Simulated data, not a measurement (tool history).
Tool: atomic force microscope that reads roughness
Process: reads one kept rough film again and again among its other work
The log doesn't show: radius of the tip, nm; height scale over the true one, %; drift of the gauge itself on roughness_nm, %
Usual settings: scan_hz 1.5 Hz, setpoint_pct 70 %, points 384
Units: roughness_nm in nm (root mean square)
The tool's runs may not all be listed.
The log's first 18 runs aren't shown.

| run | day | scan_hz | setpoint_pct | points | pictures with this tip | hours of work since the height scale was calibrated | roughness_nm |
|---|---|---|---|---|---|---|---|
|  | 36.2 | new tip fitted |
| 19 | 37.717 | 0.7 | 77 | 859 | 67 | 85 | 2.949 |
| 20 | 39.425 | 0.68 | 57 | 1006 | 143 | 107 | 2.965 |
| 21 | 41.475 | 1.88 | 57 | 487 | 233 | 134 | 2.86 |
| 22 | 42.879 | 1.88 | 57 | 487 | 296 | 152 | 2.851 |
|  | 44.496 | new tip fitted |
| 23 | 45.646 | 0.76 | 73 | 541 | 51 | 188 | 2.964 |
|  | 46.4 | height scale calibrated on a step standard, once more |
| 24 | 47.5 | 1.02 | 73 | 541 | 132 | 14 | 2.787 |
| 25 | 50.392 | 0.83 | 73 | 541 | 260 | 52 | 2.762 |
| 26 | 52.162 | 0.86 | 73 | 696 | 338 | 75 | 2.747 |

Forecast run 27:
|  | 52.846 | new tip fitted |
| 27 | 54.367 | 0.86 | 73 | 696 | 67 | 104 | ? |

roughness_nm: 2.875 nm (root mean square)
Without the tool's hidden state the same run would have given roughness_nm 2.914 nm (root mean square).
